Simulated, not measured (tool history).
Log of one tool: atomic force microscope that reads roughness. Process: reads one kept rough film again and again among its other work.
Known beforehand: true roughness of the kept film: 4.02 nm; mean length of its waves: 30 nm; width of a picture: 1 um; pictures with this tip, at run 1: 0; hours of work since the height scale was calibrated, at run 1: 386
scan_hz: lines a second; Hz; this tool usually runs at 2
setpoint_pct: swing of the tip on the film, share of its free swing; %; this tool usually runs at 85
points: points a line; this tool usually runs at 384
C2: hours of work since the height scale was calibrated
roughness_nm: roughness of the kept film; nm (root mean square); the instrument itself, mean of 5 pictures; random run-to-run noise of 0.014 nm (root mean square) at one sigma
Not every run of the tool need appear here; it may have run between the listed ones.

run 1 hour=0 | scan_hz=2 setpoint_pct=85 points=384 | pictures_with_this_tip=0 C2=386 | roughness_nm=3.252
run 2 hour=37.4 | scan_hz=2 setpoint_pct=85 points=447 | pictures_with_this_tip=49 C2=405 | roughness_nm=2.933
run 3 hour=84 | scan_hz=2 setpoint_pct=85 points=447 | pictures_with_this_tip=110 C2=428 | roughness_nm=2.587
run 4 hour=122.5 | scan_hz=2 setpoint_pct=85 points=447 | pictures_with_this_tip=160 C2=448 | roughness_nm=2.394
-- hour=141.8 new tip fitted
run 5 hour=159.3 | scan_hz=2 setpoint_pct=85 points=338 | pictures_with_this_tip=23 C2=466 | roughness_nm=3.083
run 6 hour=198.4 | scan_hz=2 setpoint_pct=85 points=338 | pictures_with_this_tip=74 C2=486 | roughness_nm=2.764
run 7 hour=221.2 | scan_hz=2 setpoint_pct=85 points=338 | pictures_with_this_tip=104 C2=498 | roughness_nm=2.623
run 8 hour=271.2 | scan_hz=2 setpoint_pct=85 points=869 | pictures_with_this_tip=169 C2=523 | roughness_nm=2.343
-- hour=284.7 new tip fitted
run 9 hour=300 | scan_hz=2 setpoint_pct=85 points=384 | pictures_with_this_tip=20 C2=537 | roughness_nm=3.079
run 10 hour=340.7 | scan_hz=2 setpoint_pct=85 points=384 | pictures_with_this_tip=73 C2=558 | roughness_nm=2.766
run 11 hour=394.4 | scan_hz=2.28 setpoint_pct=85 points=384 | pictures_with_this_tip=143 C2=585 | roughness_nm=2.408
-- hour=424.6 new tip fitted
run 12 hour=442 | scan_hz=2 setpoint_pct=85 points=384 | pictures_with_this_tip=23 C2=609 | roughness_nm=3.066
run 13 hour=468.3 | scan_hz=2 setpoint_pct=85 points=384 | pictures_with_this_tip=57 C2=623 | roughness_nm=2.871
run 14 hour=501.3 | scan_hz=2 setpoint_pct=85 points=260 | pictures_with_this_tip=100 C2=639 | roughness_nm=2.614
run 15 hour=536.1 | scan_hz=2 setpoint_pct=79 points=384 | pictures_with_this_tip=146 C2=657 | roughness_nm=2.45
run 16 hour=560.3 | scan_hz=1.22 setpoint_pct=85 points=384 | pictures_with_this_tip=178 C2=669 | roughness_nm=2.363
-- hour=564.4 new tip fitted
run 17 hour=588.4 | scan_hz=1.22 setpoint_pct=85 points=384 | pictures_with_this_tip=32 C2=683 | roughness_nm=3.159
run 18 hour=621.4 | scan_hz=1.22 setpoint_pct=85 points=384 | pictures_with_this_tip=75 C2=700 | roughness_nm=2.856
run 19 hour=645 | scan_hz=1.22 setpoint_pct=56 points=384 | pictures_with_this_tip=106 C2=712 | roughness_nm=2.823
run 20 hour=676.1 | scan_hz=2.42 setpoint_pct=85 points=384 | pictures_with_this_tip=146 C2=728 | roughness_nm=2.395
-- hour=704 new tip fitted
run 21 hour=723 | scan_hz=1.94 setpoint_pct=85 points=384 | pictures_with_this_tip=25 C2=751 | roughness_nm=3.063
run 22 hour=754.5 | scan_hz=1.94 setpoint_pct=85 points=384 | pictures_with_this_tip=66 C2=767 | roughness_nm=2.819
run 23 hour=782.4 | scan_hz=1.94 setpoint_pct=85 points=384 | pictures_with_this_tip=103 C2=782 | roughness_nm=2.636
run 24 hour=807.4 | scan_hz=1.94 setpoint_pct=85 points=329 | pictures_with_this_tip=135 C2=794 | roughness_nm=2.478
-- hour=845.8 new tip fitted
run 25 hour=856.1 | scan_hz=1.94 setpoint_pct=85 points=329 | pictures_with_this_tip=13 C2=819 | roughness_nm=3.169
run 26 hour=891.9 | scan_hz=1.94 setpoint_pct=85 points=329 | pictures_with_this_tip=60 C2=837 | roughness_nm=2.853
run 27 hour=942.5 | scan_hz=2.9 setpoint_pct=87 points=863 | pictures_with_this_tip=126 C2=863 | roughness_nm=2.431
run 28 hour=966.4 | scan_hz=2.9 setpoint_pct=87 points=863 | pictures_with_this_tip=157 C2=875 | roughness_nm=2.315
-- hour=987.6 new tip fitted
run 29 hour=1014.8 | scan_hz=3.23 setpoint_pct=64 points=754 | pictures_with_this_tip=36 C2=899 | roughness_nm=3.136
run 30 hour=1064.7 | scan_hz=0.82 setpoint_pct=85 points=328 | pictures_with_this_tip=101 C2=925 | roughness_nm=2.761
run 31 hour=1088.1 | scan_hz=0.82 setpoint_pct=63 points=328 | pictures_with_this_tip=132 C2=936 | roughness_nm=2.693
-- hour=1091.3 height scale calibrated on a step standard
-- hour=1128.9 new tip fitted
run 32 hour=1132.1 | scan_hz=2 setpoint_pct=66 points=384 | pictures_with_this_tip=4 C2=20 | roughness_nm=3.434
run 33 hour=1156.9 | scan_hz=3.23 setpoint_pct=82 points=384 | pictures_with_this_tip=37 C2=33 | roughness_nm=2.935
run 34 hour=1183.2 | scan_hz=3.47 setpoint_pct=69 points=429 | pictures_with_this_tip=71 C2=46 | roughness_nm=2.913
-- hour=1225.9 height scale calibrated on a step standard, once more
run 35 hour=1231.8 | scan_hz=2 setpoint_pct=85 points=940 | pictures_with_this_tip=134 C2=3 | roughness_nm=2.564

The next listed run, before its measurement:
-- hour=1270.5 new tip fitted
run 36 hour=1270.5 | scan_hz=2 setpoint_pct=85 points=940 | pictures_with_this_tip=0 C2=22 | roughness_nm=?

roughness_nm: 3.267 nm (root mean square)
If the tool had no hidden condition, the same run with the same run-to-run variation would have returned roughness_nm 3.271 nm (root mean square).
